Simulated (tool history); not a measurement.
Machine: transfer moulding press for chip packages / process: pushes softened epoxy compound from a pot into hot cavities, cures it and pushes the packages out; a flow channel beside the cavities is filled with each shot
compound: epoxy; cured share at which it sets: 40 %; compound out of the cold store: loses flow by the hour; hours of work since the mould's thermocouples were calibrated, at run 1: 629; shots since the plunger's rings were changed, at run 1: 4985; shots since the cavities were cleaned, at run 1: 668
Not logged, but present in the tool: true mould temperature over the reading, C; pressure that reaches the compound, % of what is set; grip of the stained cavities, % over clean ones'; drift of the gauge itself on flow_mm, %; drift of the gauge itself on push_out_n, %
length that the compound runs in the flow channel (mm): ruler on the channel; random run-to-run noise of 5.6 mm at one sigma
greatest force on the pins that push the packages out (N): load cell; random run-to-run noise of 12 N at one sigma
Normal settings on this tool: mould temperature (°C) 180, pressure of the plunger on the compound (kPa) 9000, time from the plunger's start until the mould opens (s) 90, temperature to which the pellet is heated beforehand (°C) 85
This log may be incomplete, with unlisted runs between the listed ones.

| run | hour | mould temperature (°C) | pressure of the plunger on the compound (kPa) | time from the plunger's start until the mould opens (s) | temperature to which the pellet is heated beforehand (°C) | hours of work since the mould's thermocouples were calibrated | shots since the plunger's rings were changed | shots since the cavities were cleaned | incoming compound's hours out of the cold store | length that the compound runs in the flow channel (mm) | greatest force on the pins that push the packages out (N) |
|---|---|---|---|---|---|---|---|---|---|---|---|
| 1 | 0 | 180 | 9000 | 90 | 85 | 629 | 4985 | 668 | 22.4 | 514 | 706 |
|  | 29.7 | cavities cleaned with cleaning compound and waxed |
| 2 | 78.4 | 180 | 9000 | 90 | 85 | 661 | 5691 | 447 | 43.1 | 478 | 622 |
|  | 107.9 | plunger's sealing rings changed |
|  | 136.1 | cavities cleaned with cleaning compound and waxed |
|  | 159.1 | mould's thermocouples calibrated |
| 3 | 169.6 | 180 | 7210 | 90 | 85 | 4 | 534 | 289 | 47.2 | 463 | 613 |
|  | 240.4 | cavities cleaned with cleaning compound and waxed |
| 4 | 243.3 | 180 | 9000 | 87 | 85 | 35 | 1197 | 27 | 22.6 | 550 | 585 |
| 5 | 302.8 | 180 | 9000 | 90 | 85 | 60 | 1743 | 573 | 35.8 | 539 | 711 |
|  | 346.9 | cavities cleaned with cleaning compound and waxed |
| 6 | 391.7 | 180 | 9000 | 90 | 90 | 97 | 2544 | 411 | 15.9 | 555 | 706 |
| 7 | 435.8 | 180 | 9000 | 108 | 85 | 115 | 2949 | 816 | 10 | 576 | 555 |
|  | 453.6 | cavities cleaned with cleaning compound and waxed |
| 8 | 521 | 180 | 9000 | 90 | 85 | 151 | 3718 | 619 | 11.4 | 548 | 756 |
|  | 559.9 | cavities cleaned with cleaning compound and waxed |
| 9 | 607.9 | 180 | 9000 | 90 | 83 | 187 | 4501 | 440 | 10.5 | 553 | 756 |
|  | 665.6 | cavities cleaned with cleaning compound and waxed |
| 10 | 696 | 180 | 7280 | 90 | 85 | 223 | 5296 | 279 | 25.5 | 463 | 630 |
| 11 | 737.4 | 173 | 9000 | 90 | 85 | 241 | 5676 | 659 | 35.7 | 513 | 1186 |
|  | 766 | plunger's sealing rings changed |
|  | 773.7 | cavities cleaned with cleaning compound and waxed |
| 12 | 817.2 | 180 | 8630 | 90 | 85 | 273 | 456 | 398 | 11.8 | 576 | 720 |
| 13 | 861.9 | 180 | 8630 | 90 | 85 | 292 | 866 | 808 | 9.6 | 570 | 810 |
|  | 877 | cavities cleaned with cleaning compound and waxed |
| 14 | 907 | 180 | 8630 | 90 | 85 | 310 | 1267 | 276 | 36.9 | 531 | 591 |
|  | 977.8 | cavities cleaned with cleaning compound and waxed |
| 15 | 990.8 | 180 | 9000 | 93 | 89 | 345 | 2022 | 119 | 15.4 | 560 | 516 |
| 16 | 1063 | 178 | 9510 | 90 | 85 | 375 | 2685 | 782 | 36.1 | 548 | 870 |
|  | 1081.9 | cavities cleaned with cleaning compound and waxed |
| 17 | 1110.7 | 186 | 9490 | 87 | 92 | 395 | 3109 | 265 | 16.9 | 547 | 449 |
| 18 | 1152.4 | 187 | 9490 | 87 | 92 | 412 | 3491 | 647 | 35.3 | 518 | 485 |
|  | 1184.8 | cavities cleaned with cleaning compound and waxed |
| 19 | 1248.3 | 175 | 9490 | 87 | 92 | 452 | 4358 | 583 | 9.7 | 580 | 1181 |
|  | 1292.1 | cavities cleaned with cleaning compound and waxed |
| 20 | 1302.9 | 175 | 9490 | 113 | 92 | 474 | 4845 | 99 | 40.4 | 523 | 441 |
| 21 | 1347.5 | 175 | 9490 | 113 | 78 | 493 | 5254 | 508 | 14.2 | 562 | 612 |
|  | 1394.9 | cavities cleaned with cleaning compound and waxed |
| 22 | 1394.9 | 180 | 7650 | 98 | 78 | 513 | 5676 | 0 | 10.1 | 499 | 424 |
|  | 1420.3 | plunger's sealing rings changed |
| 23 | 1450.1 | 180 | 7650 | 98 | 78 | 535 | 273 | 483 | 29.8 | 512 | 559 |
|  | 1502 | cavities cleaned with cleaning compound and waxed |
| 24 | 1502 | 174 | 8470 | 86 | 83 | 556 | 736 | 0 | 43.2 | 523 | 826 |
| 25 | 1576.5 | 174 | 8470 | 86 | 83 | 587 | 1420 | 684 | 44.1 | 510 | 1142 |
|  | 1608.3 | cavities cleaned with cleaning compound and waxed |
| 26 | 1642.6 | 174 | 8470 | 86 | 83 | 615 | 2012 | 314 | 13.4 | 557 | 1098 |

Alternative continuations, all from the tool just after run 26; predict every row:
| A | 1703.7 | 186 | 9000 | 126 | 76 | 640 | 2573 | 875 | 24.3 | ? | ? |
| B | 1703.7 | 179 | 10420 | 123 | 83 | 640 | 2573 | 875 | 20.4 | ? | ? |
| C | 1703.7 | 185 | 9690 | 90 | 85 | 640 | 2573 | 875 | 25.2 | ? | ? |

| run | length that the compound runs in the flow channel (mm) | greatest force on the pins that push the packages out (N) |
|---|---|---|
| A | 537 | 465 |
| B | 589 | 514 |
| C | 550 | 588 |
With the hidden condition removed and each run's random variation left untouched, the same runs would have given:
| run | length that the compound runs in the flow channel (mm) | greatest force on the pins that push the packages out (N) |
|---|---|---|
| A | 564 | 294 |
| B | 618 | 337 |
| C | 577 | 396 |
